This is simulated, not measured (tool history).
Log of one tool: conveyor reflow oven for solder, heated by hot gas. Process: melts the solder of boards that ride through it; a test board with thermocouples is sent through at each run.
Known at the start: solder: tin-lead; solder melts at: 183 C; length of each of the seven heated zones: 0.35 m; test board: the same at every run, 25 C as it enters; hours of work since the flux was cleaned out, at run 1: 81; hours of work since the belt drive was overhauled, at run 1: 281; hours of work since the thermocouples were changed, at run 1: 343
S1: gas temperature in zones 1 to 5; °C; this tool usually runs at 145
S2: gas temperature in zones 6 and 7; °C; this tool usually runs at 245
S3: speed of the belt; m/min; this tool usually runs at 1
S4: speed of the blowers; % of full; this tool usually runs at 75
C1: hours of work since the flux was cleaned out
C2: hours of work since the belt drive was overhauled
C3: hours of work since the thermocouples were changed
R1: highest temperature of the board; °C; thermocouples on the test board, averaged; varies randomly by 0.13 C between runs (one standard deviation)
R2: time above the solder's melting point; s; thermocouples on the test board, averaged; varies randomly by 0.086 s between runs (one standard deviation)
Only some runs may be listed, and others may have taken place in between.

run 1 hour=0 | S1=145 S2=245 S3=1 S4=75 | C1=81 C2=281 C3=343 | R1=224.8 R2=35.54
run 2 hour=24.8 | S1=145 S2=245 S3=1 S4=75 | C1=93 C2=292 C3=355 | R1=224.5 R2=35.42
run 3 hour=44.2 | S1=145 S2=245 S3=1 S4=75 | C1=102 C2=302 C3=364 | R1=224.6 R2=35.54
run 4 hour=67.1 | S1=145 S2=257 S3=1 S4=75 | C1=113 C2=313 C3=375 | R1=234.5 R2=38.9
run 5 hour=92.8 | S1=145 S2=257 S3=0.96 S4=75 | C1=125 C2=325 C3=387 | R1=236 R2=40.83
run 6 hour=116.6 | S1=145 S2=257 S3=0.96 S4=75 | C1=137 C2=336 C3=398 | R1=235.6 R2=40.83
run 7 hour=144.3 | S1=131 S2=245 S3=1 S4=75 | C1=150 C2=349 C3=412 | R1=221.1 R2=31.42
run 8 hour=167.3 | S1=145 S2=259 S3=1 S4=75 | C1=161 C2=360 C3=423 | R1=235.5 R2=39.2
run 9 hour=191.3 | S1=145 S2=259 S3=1 S4=75 | C1=172 C2=372 C3=434 | R1=235.3 R2=39.04
-- hour=206.4 flux residue cleaned out of gas plates and filters
run 10 hour=212.4 | S1=145 S2=259 S3=1 S4=75 | C1=3 C2=380 C3=442 | R1=233.7 R2=38.62
run 11 hour=238.8 | S1=145 S2=259 S3=1 S4=75 | C1=15 C2=392 C3=454 | R1=233.7 R2=38.64
-- hour=261.1 flux residue cleaned out of gas plates and filters, once more
run 12 hour=270.2 | S1=145 S2=259 S3=1 S4=75 | C1=4 C2=405 C3=467 | R1=237.6 R2=39.78
run 13 hour=296.8 | S1=145 S2=259 S3=1 S4=75 | C1=17 C2=417 C3=480 | R1=237.3 R2=39.64
run 14 hour=311.4 | S1=145 S2=234 S3=1 S4=75 | C1=24 C2=424 C3=486 | R1=216.3 R2=32.56
run 15 hour=324.5 | S1=145 S2=246 S3=1 S4=75 | C1=30 C2=431 C3=493 | R1=226.3 R2=36.32

Estimate the outcome of run 16 from the log above:
run 16 hour=353.1 | S1=145 S2=246 S3=1 S4=75 | C1=44 C2=444 C3=506 | R1=? R2=?

Logged for run 16: R1 226.4 °C, R2 36.02 s.
Were there no unlogged condition in the tool, this run, its random variation unchanged, would have produced R1 225.9 °C, R2 35.55 s.

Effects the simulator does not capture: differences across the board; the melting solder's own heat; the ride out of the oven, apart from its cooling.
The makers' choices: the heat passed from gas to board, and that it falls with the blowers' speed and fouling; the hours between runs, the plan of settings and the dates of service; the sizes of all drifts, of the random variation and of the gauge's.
